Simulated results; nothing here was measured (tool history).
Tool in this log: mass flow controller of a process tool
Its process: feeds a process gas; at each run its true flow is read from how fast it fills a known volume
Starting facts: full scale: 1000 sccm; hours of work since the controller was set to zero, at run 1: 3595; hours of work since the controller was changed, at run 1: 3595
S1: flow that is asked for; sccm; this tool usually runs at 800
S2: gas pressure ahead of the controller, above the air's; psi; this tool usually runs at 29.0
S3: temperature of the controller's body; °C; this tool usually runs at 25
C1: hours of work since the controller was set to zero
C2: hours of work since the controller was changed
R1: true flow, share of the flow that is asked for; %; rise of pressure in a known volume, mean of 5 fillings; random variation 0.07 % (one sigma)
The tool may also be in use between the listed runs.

run     hour   S1    S2  S3    C1    C2     R1
  1      0.0  800  29.0  25  3595  3595  97.91
  2    197.5  800  29.0  25  3731  3731  97.82
  3    408.9  800  29.0  25  3877  3877  97.83
  4    719.8  800  29.0  25  4092  4092  97.66
       836.0  -- controller's zero set anew
  5    886.2  800  29.0  40    35  4207  95.96
  6   1248.7  800  29.0  40   285  4457  95.71
  7   1559.4  800  29.0  40   500  4672  95.76
  8   1859.3  800  29.0  40   707  4879  95.65
  9   2224.1  148  29.0  25   959  5132  89.71
      2503.8  -- controller's zero set anew, once more
 10   2569.7  148  29.0  25    46  5370  95.68
 11   2791.3  148  33.4  25   199  5523  95.43
 12   3022.1  148  33.4  25   358  5683  95.27
 13   3377.9  148  33.4  25   604  5929  94.86
 14   3683.6  148  33.4  25   815  6140  94.70
 15   3845.9  800  29.0  24   928  6252  97.91
 16   4116.0  800  20.5  25  1114  6439  97.80
 17   4368.0  800  20.5  22  1288  6613  98.07
 18   4671.2  800  20.5  22  1498  6823  97.93
 19   4838.6  800  29.0  25  1614  6938  97.31
 20   5159.0  800  29.0  25  1835  7160  97.28
 21   5478.0  800  29.0  36  2056  7380  96.10
 22   5803.6  800  29.0  25  2281  7605  97.03
 23   5955.4  800  29.0  25  2386  7710  97.05
      6056.5  -- controller exchanged for a calibrated one
 24   6261.3  800  29.0  25   142   142  99.05
 25   6594.1  189  28.4  25   372   372  96.76
 26   6759.6  463  35.7  28   486   486  97.32
 27   7043.1  133  20.5  25   682   682  96.43
 28   7283.8  133  20.5  25   848   848  96.35
 29   7565.0  424  31.2  33  1043  1043  96.41
 30   7820.7  673  31.6  22  1219  1219  98.38
 31   8173.6  279  29.0  31  1463  1463  95.83
 32   8521.3  800  22.2  40  1704  1704  97.30
 33   8758.6  608  22.2  40  1868  1868  96.51
 34   8926.8  155  20.9  34  1984  1984  94.47
 35   9118.8  155  20.9  34  2117  2117  94.31
 36   9310.6  800  38.4  25  2249  2249  97.93
 37   9477.2  800  26.8  26  2364  2364  98.28
 38   9839.1  800  26.8  26  2614  2614  98.02
 39  10014.8  455  21.9  32  2736  2736  96.12
 40  10302.2  344  26.3  34  2934  2934  95.20
 41  10588.7  126  29.0  37  3133  3133  91.89
 42  10778.7  484  29.0  20  3264  3264  96.93
 43  10929.7  768  24.1  32  3368  3368  97.21
 44  11137.6  768  27.8  32  3512  3512  97.03
 45  11411.4  768  27.8  32  3701  3701  96.97
 46  11629.8  539  32.5  20  3852  3852  96.64

Subtracting, for every run, the result it would have given without the tool's unlogged condition from the measured result gives the following. The same run-to-run variation enters both numbers; the gauge's scatter may not:
What the log doesn't record here: flow at rest that the sensor doesn't see, % of full scale; true flow over the shown one, %; drift of the gauge itself on true_pct, %.
run     R1
  1  -1.42
  2  -1.48
  3  -1.55
  4  -1.63
  5  -2.05
  6  -2.16
  7  -2.24
  8  -2.32
  9  -7.40
 10  -1.46
 11  -1.62
 12  -1.78
 13  -2.01
 14  -2.24
 15  -1.73
 16  -1.80
 17  -1.87
 18  -1.95
 19  -2.00
 20  -2.09
 21  -2.18
 22  -2.28
 23  -2.32
 24  -0.26
 25  -0.55
 26  -0.45
 27  -0.99
 28  -1.18
 29  -0.75
 30  -0.72
 31  -1.18
 32  -0.87
 33  -1.03
 34  -2.21
 35  -2.35
 36  -1.10
 37  -1.15
 38  -1.25
 39  -1.60
 40  -1.96
 41  -3.94
 42  -1.83
 43  -1.57
 44  -1.64
 45  -1.71
 46  -2.02
